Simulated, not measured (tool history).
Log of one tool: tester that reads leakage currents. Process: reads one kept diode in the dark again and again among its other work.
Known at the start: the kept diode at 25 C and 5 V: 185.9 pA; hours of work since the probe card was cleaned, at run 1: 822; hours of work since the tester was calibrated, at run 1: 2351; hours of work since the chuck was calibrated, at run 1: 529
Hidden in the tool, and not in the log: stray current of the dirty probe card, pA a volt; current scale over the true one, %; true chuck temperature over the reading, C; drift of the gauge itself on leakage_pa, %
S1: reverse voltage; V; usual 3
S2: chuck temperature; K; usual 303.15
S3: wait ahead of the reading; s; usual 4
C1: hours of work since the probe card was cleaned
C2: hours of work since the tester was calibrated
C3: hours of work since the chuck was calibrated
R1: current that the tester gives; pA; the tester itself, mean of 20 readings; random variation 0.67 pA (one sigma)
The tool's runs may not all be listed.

run    hour     S1      S2    S3    C1    C2   C3      R1
  1       0      3  303.15     4   822  2351  529   244.3
  2      61      3  303.15     4   865  2394  572  245.33
  3     111      3  303.15     4   900  2429  607  246.45
      146.2  -- tester calibrated
  4   157.6      3  303.15     4   931     8  639   251.1
  5   215.6      3  303.15     4   972    49  680  253.94
  6   290.2      3  303.15     4  1025   102  732  256.22
  7   357.7      3  303.15     4  1073   149  780  257.95
      401.7  -- chuck's temperature calibrated
  8   408.9      3  303.15     4  1107   184    5  228.23
  9   477.8      3  303.15  1.82  1156   232   54  230.49
 10   550.3      3  294.15     4  1207   284  105  122.04
 11   587.8    1.1  303.15     4  1233   310  131  161.41
 12   628.4   2.32  303.15     4  1262   339  160  214.39
 13   685.6   2.32  303.15     4  1302   379  200  215.45
 14   744.3      3  303.15     4  1344   420  242  238.97
 15   801.8      3  303.15     4  1384   461  282  241.44
 16   857.3      3  303.15     4  1423   500  321  244.33
 17   920.8      3  303.15     4  1468   545  366  245.84
 18   974.7      3  303.15     4  1506   583  404  247.77
 19  1029.9      3  303.15     4  1545   622  443  250.12
 20  1102.1      3  303.15     4  1596   673  494  252.37
 21  1173.1      3  303.15     4  1646   723  544  254.14
 22  1211.5      3  303.15     4  1673   750  571  256.58
 23  1245.7  13.27  303.15  3.77  1697   774  595  451.08
 24  1305.8      3  306.15  0.44  1740   816  638  321.18
 25  1355.4    1.4  303.15  7.68  1775   851  672  197.62
 26  1400.8    1.4  303.15  7.68  1807   883  705  199.74
 27  1477.3   5.09  303.15  7.68  1861   937  758  323.35
 28  1522.2   5.09  303.15  2.19  1892   969  790  326.31
     1548.4  -- chuck's temperature calibrated
 29  1598.7   1.33  313.15  1.83  1945  1021   35  336.29
 30  1638.4   4.73  303.15  1.11  1973  1049   63  273.05
 31  1703.6   4.73  303.15  1.11  2019  1095  109  276.03
 32  1743.7      3  303.15  3.41  2047  1124  138  233.82
 33  1781.9   1.17  317.15  0.38  2074  1151  165  427.21
 34  1829.7   6.62  317.15  1.24  2108  1184  198  808.55
 35  1860.7   6.62  317.15  1.24  2130  1206  220   816.2
 36  1892.9   6.62  317.15  1.24  2152  1229  243  817.01
 37  1924.3   6.62  317.15  1.24  2174  1251  265  822.98
 38  1971.8   1.24  315.15  1.29  2208  1284  299  393.11
 39  2040.6   9.47  306.15     4  2256  1333  347  465.12
 40  2111.6   4.21  322.15  2.03  2306  1383  397  980.01

Measured less the same run without the tool's hidden state. The same run-to-run variation is in both; the gauge's scatter may not be:
run      R1
  1  +20.93
  2  +23.04
  3  +24.78
  4  +28.49
  5  +30.71
  6  +33.19
  7  +35.67
  8   +5.55
  9   +7.86
 10   +6.83
 11    +7.1
 12  +11.41
 13  +13.16
 14  +16.87
 15  +18.91
 16  +20.83
 17  +23.24
 18  +25.21
 19  +27.33
 20  +29.94
 21  +32.49
 22  +34.07
 23  +70.39
 24  +44.56
 25  +28.76
 26  +30.15
 27  +55.07
 28  +57.32
 29   +4.46
 30   +10.5
 31  +13.08
 32  +11.02
 33  +14.71
 34  +39.77
 35  +43.35
 36  +46.58
 37  +50.43
 38   +23.7
 39  +46.14
 40  +74.42
